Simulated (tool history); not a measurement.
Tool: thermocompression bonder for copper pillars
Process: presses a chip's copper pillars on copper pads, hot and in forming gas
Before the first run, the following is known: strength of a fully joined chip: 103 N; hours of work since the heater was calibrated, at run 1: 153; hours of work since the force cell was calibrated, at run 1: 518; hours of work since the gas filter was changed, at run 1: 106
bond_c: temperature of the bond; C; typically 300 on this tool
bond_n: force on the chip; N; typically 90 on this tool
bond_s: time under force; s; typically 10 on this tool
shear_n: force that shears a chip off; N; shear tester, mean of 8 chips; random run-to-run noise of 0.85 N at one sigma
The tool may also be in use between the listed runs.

| run | hour | bond_c | bond_n | bond_s | hours of work since the heater was calibrated | hours of work since the force cell was calibrated | hours of work since the gas filter was changed | shear_n |
|---|---|---|---|---|---|---|---|---|
| 1 | 0.0 | 300 | 90 | 10 | 153 | 518 | 106 | 67.4 |
| 2 | 11.8 | 300 | 90 | 10 | 159 | 524 | 112 | 66.8 |
| 3 | 23.3 | 300 | 90 | 10 | 165 | 530 | 117 | 66.8 |
| 4 | 33.8 | 300 | 90 | 27 | 170 | 535 | 122 | 82.3 |
|  | 38.4 | forming gas filter changed |
| 5 | 41.1 | 300 | 90 | 27 | 173 | 538 | 1 | 86.5 |
| 6 | 49.6 | 300 | 90 | 27 | 177 | 542 | 5 | 86.7 |
| 7 | 59.5 | 326 | 90 | 10 | 182 | 547 | 10 | 85.4 |
| 8 | 69.6 | 326 | 90 | 10 | 187 | 552 | 15 | 86.2 |
| 9 | 81.9 | 326 | 90 | 10 | 193 | 558 | 21 | 84.7 |
| 10 | 94.7 | 326 | 90 | 10 | 199 | 564 | 27 | 84.9 |
| 11 | 101.5 | 326 | 90 | 10 | 202 | 567 | 30 | 85.1 |
| 12 | 113.8 | 300 | 102 | 10 | 208 | 573 | 36 | 76.2 |
| 13 | 120.0 | 282 | 102 | 10 | 211 | 576 | 39 | 65.5 |
| 14 | 126.7 | 282 | 102 | 10 | 214 | 579 | 43 | 62.7 |
| 15 | 139.0 | 282 | 102 | 10 | 220 | 585 | 49 | 65.0 |
| 16 | 148.0 | 300 | 90 | 10 | 224 | 590 | 53 | 67.2 |
| 17 | 154.8 | 300 | 90 | 10 | 228 | 593 | 56 | 69.9 |
| 18 | 163.6 | 300 | 90 | 10 | 232 | 597 | 60 | 68.1 |
| 19 | 173.0 | 272 | 90 | 10 | 237 | 602 | 65 | 49.5 |
| 20 | 183.9 | 300 | 90 | 19 | 242 | 607 | 70 | 78.5 |
| 21 | 193.8 | 323 | 112 | 19 | 247 | 612 | 75 | 94.1 |
| 22 | 202.4 | 323 | 112 | 19 | 251 | 616 | 79 | 96.2 |

Run 23 is up next; what results do you expect?
| 23 | 214.7 | 300 | 65 | 26 | 257 | 622 | 85 | ? |

shear_n: 67.7 N
The same run, on a tool lacking any hidden state, would have yielded shear_n 68.9 N.

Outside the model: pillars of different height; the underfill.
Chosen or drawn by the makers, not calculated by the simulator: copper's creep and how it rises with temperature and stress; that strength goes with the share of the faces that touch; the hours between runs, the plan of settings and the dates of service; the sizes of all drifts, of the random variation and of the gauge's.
